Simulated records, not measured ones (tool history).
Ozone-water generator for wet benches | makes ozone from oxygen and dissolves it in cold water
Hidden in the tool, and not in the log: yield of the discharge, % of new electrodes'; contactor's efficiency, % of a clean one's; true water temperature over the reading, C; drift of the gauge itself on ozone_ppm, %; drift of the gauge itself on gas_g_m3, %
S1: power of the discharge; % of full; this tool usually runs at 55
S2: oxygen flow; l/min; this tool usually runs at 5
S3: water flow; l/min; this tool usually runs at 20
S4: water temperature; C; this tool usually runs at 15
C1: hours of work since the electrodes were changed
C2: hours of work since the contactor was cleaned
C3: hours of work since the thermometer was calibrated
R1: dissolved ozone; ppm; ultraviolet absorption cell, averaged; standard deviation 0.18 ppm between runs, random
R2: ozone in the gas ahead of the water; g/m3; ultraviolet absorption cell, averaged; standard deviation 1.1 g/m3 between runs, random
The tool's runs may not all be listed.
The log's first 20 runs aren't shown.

run    hour  S1    S2  S3  S4   C1    C2    C3    R1     R2
 21   670.6  87  7.37  13   9  469  3509  3234  49.5  213.5
 22   699.4  87  7.37  13   9  488  3527  3253  49.1  213.2
 23   736.6  55  4.62  13  15  511  3551  3277  35.3  209.2
 24   762.6  86     5  20  19  528  3567  3293  31.8  256.3
 25   807.5  88  5.41  27   8  557  3596  3322  28.2  254.7
 26   839.5  88  5.41  27   8  577  3616  3342  28.5  252.1
 27   872.9  96     5  14  15  599  3638  3364  46.2  273.3
 28   901.7  87  6.03  22  10  617  3656  3382  33.8    238
 29   931.2  95  6.74  17   8  636  3675  3401  44.2  233.5
 30   972.6  60  2.93  32  16  662  3701  3427  15.5  275.9
 31   994.2  60  2.93  32  16  676  3715  3441  15.4  278.7
 32  1019.5  55  4.07  23  11  692  3731  3457  23.5  221.5

Predict each of these 5 candidate next runs independently; none follows another, all start after run 32:
  A  1062.2  55     5  20  13  719  3759  3485   ?   ?
  B  1062.2  55  7.91  23  11  719  3759  3485   ?   ?
  C  1062.2  55  3.94  20  16  719  3759  3485   ?   ?
  D  1062.2  55     5  13   9  719  3759  3485   ?   ?
  E  1062.2  41  6.18  30  11  719  3759  3485   ?   ?

run    R1     R2
  A  26.4  199.3
  B  24.9  156.5
  C  24.7    222
  D    39  199.3
  E  16.4  151.5
The same runs, with their run-to-run variation unchanged, on a tool lacking any hidden condition would have given:
run    R1     R2
  A  26.4  205.1
  B  24.9  161.1
  C  24.7  228.6
  D    39  205.2
  E  16.4  155.9

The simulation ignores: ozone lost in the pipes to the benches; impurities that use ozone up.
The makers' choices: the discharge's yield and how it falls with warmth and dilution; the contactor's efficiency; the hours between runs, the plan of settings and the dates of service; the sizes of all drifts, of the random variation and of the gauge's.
